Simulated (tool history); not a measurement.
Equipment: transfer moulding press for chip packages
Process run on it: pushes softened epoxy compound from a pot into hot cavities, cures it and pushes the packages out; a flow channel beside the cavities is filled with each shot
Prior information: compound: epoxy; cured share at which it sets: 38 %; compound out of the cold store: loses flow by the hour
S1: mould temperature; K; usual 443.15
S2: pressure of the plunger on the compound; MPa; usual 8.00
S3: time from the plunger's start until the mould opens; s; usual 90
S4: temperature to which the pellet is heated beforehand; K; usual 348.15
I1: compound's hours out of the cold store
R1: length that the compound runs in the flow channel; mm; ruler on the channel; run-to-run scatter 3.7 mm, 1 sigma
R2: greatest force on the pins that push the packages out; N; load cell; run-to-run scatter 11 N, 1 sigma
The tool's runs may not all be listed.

run	hour	S1	S2	S3	S4	I1	R1	R2
1	0.0	443.15	8.00	90	348.15	17.5	971	508
2	10.3	443.15	8.00	90	348.15	33.0	884	496
3	23.5	443.15	8.00	76	348.15	12.9	999	711
4	32.0	443.15	8.00	90	348.15	42.9	823	473
5	44.6	443.15	8.00	90	348.15	20.0	955	511
6	56.0	443.15	8.00	90	348.15	14.7	987	495
7	67.0	443.15	8.00	90	356.15	27.0	905	489
8	79.6	443.15	6.98	90	356.15	38.7	795	476
9	90.0	443.15	6.98	90	356.15	43.4	773	476
10	101.4	443.15	6.98	90	356.15	39.8	791	484
11	115.9	450.15	6.98	90	356.15	22.4	863	416
12	126.4	450.15	6.98	90	356.15	10.3	933	449
13	133.4	443.15	8.00	90	350.15	43.8	828	491
14	140.8	443.15	8.00	90	350.15	14.8	984	515
15	147.7	443.15	6.79	90	348.15	9.5	937	508
16	154.9	443.15	6.81	90	345.15	25.8	846	493
17	165.5	437.15	9.75	90	348.15	43.5	923	630
18	172.7	437.15	9.75	90	348.15	24.9	1034	652
19	183.5	437.15	9.75	90	348.15	15.5	1098	686
20	195.9	451.15	6.13	92	345.15	12.9	863	432
21	205.1	451.15	6.13	92	345.15	15.6	842	413
22	218.8	451.15	6.13	92	345.15	8.9	887	413
23	231.3	449.15	6.55	78	348.15	27.7	818	495
24	242.8	443.15	6.55	98	348.15	14.0	895	467
25	254.5	443.15	7.78	88	348.15	36.9	851	512
26	266.1	443.15	7.47	87	348.15	47.8	780	492
27	277.8	441.15	8.00	90	348.15	12.3	1011	560
28	286.6	441.15	8.00	90	348.15	20.1	961	564
29	298.0	444.15	8.00	88	346.15	41.7	833	479

Missing from the log above: 3 entries noted between runs. For each, name the pair of listed runs it sits between and say how the tool's hidden condition differs from the listed run just before to the listed run just after:
Runs 8 to 9: cavities cleaned with cleaning compound and waxed (hour 90.0)
  grip of the stained cavities, % over clean ones': 1.1 -> 0
Runs 19 to 20: cavities cleaned with cleaning compound and waxed (hour 189.8)
  pressure that reaches the compound, % of what is set: 99.92 -> 99.91; grip of the stained cavities, % over clean ones': 1.1 -> 0.2
Runs 28 to 29: cavities cleaned with cleaning compound and waxed (hour 289.4)
  grip of the stained cavities, % over clean ones': 1.2 -> 0.2

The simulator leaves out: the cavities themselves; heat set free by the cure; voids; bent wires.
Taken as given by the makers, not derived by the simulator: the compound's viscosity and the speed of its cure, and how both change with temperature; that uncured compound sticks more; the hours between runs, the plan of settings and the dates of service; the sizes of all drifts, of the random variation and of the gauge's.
